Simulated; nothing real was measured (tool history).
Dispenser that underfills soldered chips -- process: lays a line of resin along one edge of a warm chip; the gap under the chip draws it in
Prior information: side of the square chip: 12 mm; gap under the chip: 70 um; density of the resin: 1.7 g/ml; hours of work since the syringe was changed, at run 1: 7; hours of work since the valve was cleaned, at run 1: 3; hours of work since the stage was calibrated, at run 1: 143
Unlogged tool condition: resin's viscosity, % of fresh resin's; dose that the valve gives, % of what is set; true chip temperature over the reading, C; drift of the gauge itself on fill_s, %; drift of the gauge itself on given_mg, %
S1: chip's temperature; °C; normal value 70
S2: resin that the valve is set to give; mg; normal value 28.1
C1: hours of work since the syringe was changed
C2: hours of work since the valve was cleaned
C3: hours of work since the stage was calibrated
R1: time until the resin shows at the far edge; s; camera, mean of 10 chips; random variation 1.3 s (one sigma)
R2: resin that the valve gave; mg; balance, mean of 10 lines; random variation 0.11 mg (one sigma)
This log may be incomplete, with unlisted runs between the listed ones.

run  hour  S1    S2  C1  C2   C3     R1     R2
  1   0.0  70  28.1   7   3  143  195.2  28.03
      2.1  -- new syringe of resin
  2   6.9  70  28.1   4   8  148  158.7  27.92
     14.3  -- new syringe of resin
  3  15.6  70  30.1   1  14  154  137.9  29.78
     25.8  -- new syringe of resin
  4  27.0  70  30.1   1  23  163  131.4  29.72
     37.7  -- new syringe of resin
  5  37.7  70  34.4   0  31  171  129.1  33.85
  6  45.9  70  30.6   6  37  177  183.6  29.93
     49.8  -- new syringe of resin
  7  59.1  68  25.4   7  47  187  215.8  24.63
     62.0  -- new syringe of resin
     64.2  -- dispensing valve cleaned and set on the balance
  8  68.1  76  27.9   4   3  193  120.9  27.97

The next listed run, before its measurement:
     74.8  -- new syringe of resin
  9  79.3  76  25.1   3  11  201   ?   ?

{"run 9": {"R1": 118.9, "R2": 25.03}}
Take away the tool's hidden state, keep the run-to-run variation as it was, and the same run would have given R1 93.3 s, R2 25.23 mg.

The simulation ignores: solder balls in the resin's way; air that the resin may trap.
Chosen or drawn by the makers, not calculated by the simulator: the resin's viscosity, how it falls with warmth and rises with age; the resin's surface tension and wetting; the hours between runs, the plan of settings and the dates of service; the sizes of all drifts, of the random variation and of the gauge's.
